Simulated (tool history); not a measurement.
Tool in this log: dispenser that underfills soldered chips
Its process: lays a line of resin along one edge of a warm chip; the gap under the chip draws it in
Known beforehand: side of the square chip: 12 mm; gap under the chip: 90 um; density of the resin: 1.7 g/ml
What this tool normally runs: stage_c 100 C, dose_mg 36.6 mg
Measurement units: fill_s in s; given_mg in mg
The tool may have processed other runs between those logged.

Run 1, day 0.000: usual settings. Result: fill_s 31.0 s, given_mg 36.59 mg.
Run 2, day 0.212: usual settings but stage_c 95 C. Result: fill_s 45.0 s, given_mg 36.34 mg.
At day 0.358: new syringe of resin.
Run 3, day 0.421: usual settings. Result: fill_s 33.0 s, given_mg 36.10 mg.
Run 4, day 0.567: usual settings. Result: fill_s 36.6 s, given_mg 36.56 mg.
At day 0.717: new syringe of resin.
Run 5, day 0.821: usual settings but dose_mg 34.4 mg. Result: fill_s 33.8 s, given_mg 34.08 mg.
Run 6, day 0.933: usual settings but stage_c 98 C, dose_mg 34.4 mg. Result: fill_s 40.7 s, given_mg 33.99 mg.
At day 1.083: new syringe of resin.
Run 7, day 1.096: usual settings but stage_c 98 C, dose_mg 34.4 mg. Result: fill_s 35.0 s, given_mg 33.69 mg.
Run 8, day 1.262: usual settings but stage_c 96 C. Result: fill_s 42.8 s, given_mg 36.21 mg.
At day 1.446: new syringe of resin.
Run 9, day 1.454: usual settings but stage_c 96 C. Result: fill_s 38.0 s, given_mg 36.29 mg.
Run 10, day 1.617: usual settings but stage_c 110 C, dose_mg 36.4 mg. Result: fill_s 23.1 s, given_mg 35.89 mg.
At day 1.808: new syringe of resin.
Run 11, day 1.838: usual settings but stage_c 86 C, dose_mg 36.4 mg. Result: fill_s 60.0 s, given_mg 35.89 mg.
Run 12, day 2.083: usual settings but stage_c 112 C, dose_mg 35.0 mg. Result: fill_s 23.2 s, given_mg 34.60 mg.
At day 2.171: new syringe of resin.
Run 13, day 2.300: usual settings but stage_c 112 C, dose_mg 35.0 mg. Result: fill_s 21.0 s, given_mg 34.62 mg.
Run 14, day 2.462: usual settings but stage_c 93 C, dose_mg 35.0 mg. Result: fill_s 52.7 s, given_mg 34.38 mg.
At day 2.533: new syringe of resin.
Run 15, day 2.629: usual settings but stage_c 93 C, dose_mg 35.0 mg. Result: fill_s 44.7 s, given_mg 34.33 mg.
Run 16, day 2.788: usual settings but stage_c 101 C, dose_mg 41.1 mg. Result: fill_s 34.7 s, given_mg 40.01 mg.
At day 2.904: new syringe of resin.
Run 17, day 2.938: usual settings but stage_c 101 C, dose_mg 41.1 mg. Result: fill_s 31.4 s, given_mg 40.24 mg.
Run 18, day 3.183: usual settings but stage_c 101 C, dose_mg 41.1 mg. Result: fill_s 37.4 s, given_mg 39.94 mg.

Consider 3 possible next runs. They are alternatives, not a sequence: every one starts from the tool as it was left by run 18. What does each give?
At day 3.271: new syringe of resin.
Run A, day 3.333: usual settings but stage_c 99 C, dose_mg 34.7 mg. Result: fill_s ?, given_mg ?.
At day 3.271: new syringe of resin.
Run B, day 3.333: usual settings but stage_c 98 C, dose_mg 43.0 mg. Result: fill_s ?, given_mg ?.
At day 3.271: new syringe of resin.
Run C, day 3.333: usual settings but stage_c 115 C, dose_mg 32.5 mg. Result: fill_s ?, given_mg ?.

run  fill_s  given_mg
  A    35.0     33.67
  B    35.2     42.11
  C    18.0     31.64
With no hidden state in the tool, these same runs would have given:
run  fill_s  given_mg
  A    34.1     34.44
  B    34.5     43.07
  C    17.4     32.36

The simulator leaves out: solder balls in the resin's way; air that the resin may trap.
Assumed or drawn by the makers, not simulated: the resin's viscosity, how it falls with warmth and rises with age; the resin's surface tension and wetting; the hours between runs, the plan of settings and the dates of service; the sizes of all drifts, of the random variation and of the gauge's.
